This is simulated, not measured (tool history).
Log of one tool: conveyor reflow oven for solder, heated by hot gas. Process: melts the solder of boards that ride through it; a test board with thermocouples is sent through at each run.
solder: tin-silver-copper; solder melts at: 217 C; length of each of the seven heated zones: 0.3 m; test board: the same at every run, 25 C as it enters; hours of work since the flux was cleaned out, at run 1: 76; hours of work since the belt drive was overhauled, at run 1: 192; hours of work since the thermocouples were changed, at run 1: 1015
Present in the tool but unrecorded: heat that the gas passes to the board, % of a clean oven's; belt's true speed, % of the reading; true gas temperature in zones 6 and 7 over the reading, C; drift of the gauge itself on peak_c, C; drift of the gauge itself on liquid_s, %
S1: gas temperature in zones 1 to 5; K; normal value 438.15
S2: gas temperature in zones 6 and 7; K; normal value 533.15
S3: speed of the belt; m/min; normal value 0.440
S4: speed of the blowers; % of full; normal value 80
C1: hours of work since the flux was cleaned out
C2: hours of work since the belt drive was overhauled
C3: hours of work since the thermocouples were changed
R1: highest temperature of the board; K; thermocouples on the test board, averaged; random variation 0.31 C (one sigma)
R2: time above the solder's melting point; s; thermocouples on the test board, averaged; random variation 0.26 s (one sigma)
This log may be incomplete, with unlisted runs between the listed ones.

run   hour      S1      S2     S3  S4   C1   C2    C3      R1    R2
  1    0.0  438.15  533.15  0.440  80   76  192  1015  520.55  56.4
  2   33.8  438.15  524.15  0.440  80  100  216  1039  512.45  48.8
  3   49.6  438.15  533.15  0.440  71  111  227  1051  518.35  53.7
  4   74.0  438.15  533.15  0.440  80  128  245  1068  519.95  56.5
  5   95.1  438.15  533.15  0.440  80  143  260  1083  520.15  56.2
  6  124.8  438.15  533.15  0.440  75  165  281  1104  518.85  54.6
     135.9  -- flux residue cleaned out of gas plates and filters
  7  161.9  438.15  533.15  0.353  80   19  304  1127  524.05  77.0
  8  191.9  438.15  533.15  0.359  80   40  325  1149  523.35  75.0
     213.3  -- flux residue cleaned out of gas plates and filters, once more
  9  227.2  438.15  526.15  0.507  80   10  347  1170  510.95  39.7
 10  244.4  445.15  528.15  0.365  67   22  359  1182  518.25  70.7
 11  261.6  445.15  528.15  0.365  67   34  371  1195  517.75  70.5
 12  297.7  438.15  524.15  0.440  80   60  397  1220  512.35  49.5
 13  320.6  426.15  547.15  0.361  89   76  413  1237  538.85  82.2
 14  343.3  429.15  533.15  0.440  56   93  429  1253  511.55  42.0

Branching from run 14: 5 alternative next runs. What would each branch give?
  A  361.5  442.15  533.15  0.477  56  106  442  1266   ?   ?
  B  361.5  429.15  533.15  0.440  82  106  442  1266   ?   ?
  C  361.5  429.15  537.15  0.440  56  106  442  1266   ?   ?
  D  361.5  437.15  533.15  0.440  56  106  442  1266   ?   ?
  E  361.5  435.15  533.15  0.440  54  106  442  1266   ?   ?

run      R1    R2
  A  511.45  41.7
  B  519.35  53.2
  C  515.45  45.7
  D  513.15  46.5
  E  511.95  44.2
Without the tool's hidden state the same runs would have given:
run      R1    R2
  A  513.75  43.7
  B  522.05  54.9
  C  517.85  47.6
  D  515.45  48.5
  E  514.25  46.3

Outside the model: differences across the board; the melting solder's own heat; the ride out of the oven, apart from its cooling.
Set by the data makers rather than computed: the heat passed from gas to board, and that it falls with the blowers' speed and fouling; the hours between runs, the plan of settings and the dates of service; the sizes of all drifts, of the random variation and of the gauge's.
